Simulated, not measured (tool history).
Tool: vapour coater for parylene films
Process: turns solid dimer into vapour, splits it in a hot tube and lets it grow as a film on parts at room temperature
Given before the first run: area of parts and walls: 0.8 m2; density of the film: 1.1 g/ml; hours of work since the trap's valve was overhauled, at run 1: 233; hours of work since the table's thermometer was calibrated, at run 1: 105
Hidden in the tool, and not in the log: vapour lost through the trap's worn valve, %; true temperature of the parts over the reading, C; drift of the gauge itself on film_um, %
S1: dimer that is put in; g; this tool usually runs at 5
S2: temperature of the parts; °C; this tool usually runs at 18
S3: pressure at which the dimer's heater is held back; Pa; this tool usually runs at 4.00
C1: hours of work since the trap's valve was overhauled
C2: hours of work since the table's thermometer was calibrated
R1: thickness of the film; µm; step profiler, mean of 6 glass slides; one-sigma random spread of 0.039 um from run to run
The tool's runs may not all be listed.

| run | day | S1 | S2 | S3 | C1 | C2 | R1 |
|---|---|---|---|---|---|---|---|
| 1 | 0.000 | 5 | 18 | 4.00 | 233 | 105 | 3.58 |
| 2 | 1.829 | 7 | 18 | 4.00 | 252 | 124 | 4.95 |
|  | 2.242 | trap's valve overhauled |
| 3 | 3.912 | 7 | 18 | 4.00 | 17 | 143 | 5.76 |
| 4 | 5.292 | 7 | 18 | 4.00 | 31 | 157 | 5.58 |
| 5 | 7.933 | 4 | 18 | 4.00 | 58 | 184 | 3.16 |
| 6 | 11.029 | 4 | 18 | 4.00 | 89 | 215 | 3.11 |
| 7 | 13.308 | 4 | 18 | 4.00 | 112 | 238 | 3.07 |
| 8 | 15.879 | 4 | 13 | 4.00 | 138 | 264 | 3.66 |
| 9 | 17.538 | 4 | 13 | 4.00 | 155 | 281 | 3.64 |
| 10 | 20.446 | 4 | 13 | 4.00 | 184 | 310 | 3.57 |
| 11 | 21.992 | 5 | 18 | 4.00 | 200 | 326 | 3.66 |
| 12 | 25.088 | 5 | 18 | 4.00 | 231 | 357 | 3.64 |
|  | 27.358 | trap's valve overhauled |
| 13 | 27.388 | 5 | 18 | 4.00 | 0 | 378 | 4.05 |
| 14 | 30.567 | 3 | 18 | 4.00 | 32 | 411 | 2.39 |
| 15 | 32.462 | 3 | 18 | 4.00 | 52 | 430 | 2.37 |

Run 16 comes next. What will it give?
| 16 | 34.388 | 4 | 18 | 4.71 | 71 | 449 | ? |

{"run 16": {"R1": 3.05}}
Without the tool's hidden state the same run would have given R1 3.22 µm.

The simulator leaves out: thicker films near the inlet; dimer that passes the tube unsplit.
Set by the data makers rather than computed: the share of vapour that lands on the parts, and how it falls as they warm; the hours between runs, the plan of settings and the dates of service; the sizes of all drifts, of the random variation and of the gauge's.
